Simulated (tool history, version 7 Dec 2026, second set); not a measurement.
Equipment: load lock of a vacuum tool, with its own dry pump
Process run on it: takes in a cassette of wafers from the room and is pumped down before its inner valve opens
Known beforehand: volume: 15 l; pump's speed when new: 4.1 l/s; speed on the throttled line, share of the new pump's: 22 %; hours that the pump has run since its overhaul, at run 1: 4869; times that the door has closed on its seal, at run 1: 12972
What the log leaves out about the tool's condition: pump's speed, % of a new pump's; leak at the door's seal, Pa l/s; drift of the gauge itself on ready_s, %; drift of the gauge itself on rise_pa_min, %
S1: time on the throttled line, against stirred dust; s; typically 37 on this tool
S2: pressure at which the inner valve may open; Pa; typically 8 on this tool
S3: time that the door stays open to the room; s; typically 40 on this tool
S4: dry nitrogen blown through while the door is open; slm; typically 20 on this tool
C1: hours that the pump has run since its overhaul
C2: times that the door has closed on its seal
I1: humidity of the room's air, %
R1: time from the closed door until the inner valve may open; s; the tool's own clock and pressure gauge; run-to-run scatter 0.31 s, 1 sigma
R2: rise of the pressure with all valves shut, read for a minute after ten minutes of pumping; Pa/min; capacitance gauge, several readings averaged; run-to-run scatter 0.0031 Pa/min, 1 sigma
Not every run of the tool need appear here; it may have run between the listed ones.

Run 1, hour 0.0: usual settings; C1 4869; C2 12972; I1 42.7. Result: R1 64.8 s, R2 0.146 Pa/min.
Run 2, hour 138.6: usual settings; C1 5007; C2 13539; I1 43.1. Result: R1 64.7 s, R2 0.151 Pa/min.
Run 3, hour 244.3: usual settings; C1 5113; C2 13971; I1 43.6. Result: R1 64.4 s, R2 0.153 Pa/min.
Run 4, hour 381.8: usual settings; C1 5250; C2 14533; I1 44.8. Result: R1 64.3 s, R2 0.166 Pa/min.
Run 5, hour 472.0: usual settings; C1 5341; C2 14902; I1 47.6. Result: R1 64.5 s, R2 0.170 Pa/min.
Run 6, hour 607.4: usual settings but S3 53 s; C1 5476; C2 15456; I1 45.5. Result: R1 64.6 s, R2 0.176 Pa/min.
Run 7, hour 682.1: usual settings but S2 6 Pa; C1 5551; C2 15761; I1 42.8. Result: R1 66.2 s, R2 0.175 Pa/min.
Run 8, hour 823.4: usual settings but S2 6 Pa; C1 5692; C2 16339; I1 46.8. Result: R1 65.8 s, R2 0.185 Pa/min.
Run 9, hour 927.0: usual settings but S2 6 Pa; C1 5796; C2 16763; I1 43.6. Result: R1 66.0 s, R2 0.184 Pa/min.
Run 10, hour 984.0: usual settings but S2 6 Pa; C1 5853; C2 16996; I1 46.4. Result: R1 65.9 s, R2 0.187 Pa/min.
Run 11, hour 1103.0: usual settings but S2 6 Pa; C1 5972; C2 17482; I1 46.5. Result: R1 66.5 s, R2 0.190 Pa/min.
Run 12, hour 1206.3: usual settings but S2 6 Pa, S3 27 s; C1 6075; C2 17905; I1 43.5. Result: R1 66.4 s, R2 0.190 Pa/min.
Run 13, hour 1298.1: usual settings but S2 6 Pa, S3 27 s; C1 6167; C2 18280; I1 47.5. Result: R1 66.2 s, R2 0.200 Pa/min.
Run 14, hour 1414.5: usual settings but S2 6 Pa, S3 27 s; C1 6283; C2 18756; I1 47.3. Result: R1 66.3 s, R2 0.204 Pa/min.
Run 15, hour 1529.9: usual settings but S1 28 s, S2 12 Pa; C1 6398; C2 19228; I1 45.8. Result: R1 56.7 s, R2 0.218 Pa/min.
Run 16, hour 1593.9: usual settings but S1 28 s, S2 12 Pa; C1 6462; C2 19490; I1 42.2. Result: R1 56.2 s, R2 0.214 Pa/min.
Run 17, hour 1678.4: usual settings but S2 9 Pa; C1 6547; C2 19835; I1 46.9. Result: R1 64.3 s, R2 0.221 Pa/min.
Run 18, hour 1750.2: usual settings but S2 9 Pa; C1 6619; C2 20129; I1 44.8. Result: R1 63.7 s, R2 0.232 Pa/min.
Run 19, hour 1881.3: usual settings but S1 55 s, S3 31 s, S4 9 slm; C1 6750; C2 20665; I1 44.4. Result: R1 79.2 s, R2 0.244 Pa/min.
Run 20, hour 1953.5: usual settings but S1 55 s, S3 31 s, S4 10 slm; C1 6822; C2 20960; I1 44.1. Result: R1 79.3 s, R2 0.241 Pa/min.
Run 21, hour 2059.9: usual settings but S1 55 s, S3 31 s, S4 10 slm; C1 6928; C2 21395; I1 47.0. Result: R1 79.0 s, R2 0.257 Pa/min.
Run 22, hour 2127.2: usual settings but S1 55 s, S3 31 s, S4 10 slm; C1 6996; C2 21670; I1 46.0. Result: R1 78.5 s, R2 0.253 Pa/min.
Run 23, hour 2228.1: usual settings but S1 55 s, S3 31 s, S4 10 slm; C1 7097; C2 22083; I1 46.4. Result: R1 78.9 s, R2 0.258 Pa/min.
Run 24, hour 2358.2: usual settings but S1 21 s; C1 7227; C2 22614; I1 44.3. Result: R1 52.8 s, R2 0.251 Pa/min.
Run 25, hour 2442.3: usual settings but S1 21 s; C1 7311; C2 22958; I1 47.1. Result: R1 53.0 s, R2 0.268 Pa/min.

How would selected steps in R1 from run to run divide? Give the signed amount a tool lacking its hidden state would still show from settings, what came in and random variation, and the signed amount left for the hidden state, including any gauge scatter that is not in both of the compared results.
Run 1 -> 2: settings left as they were, no log entry in between. R1 -0.1 s: hidden state +0.1, all else -0.2.
Run 18 -> 19: S1 37 -> 55, S2 9 -> 8, S3 40 -> 31, S4 20 -> 9. R1 +15.5 s: hidden state -0.1, all else +15.6.
Run 23 -> 24: S1 55 -> 21, S3 31 -> 40, S4 10 -> 20. R1 -26.1 s: hidden state +0.6, all else -26.7.
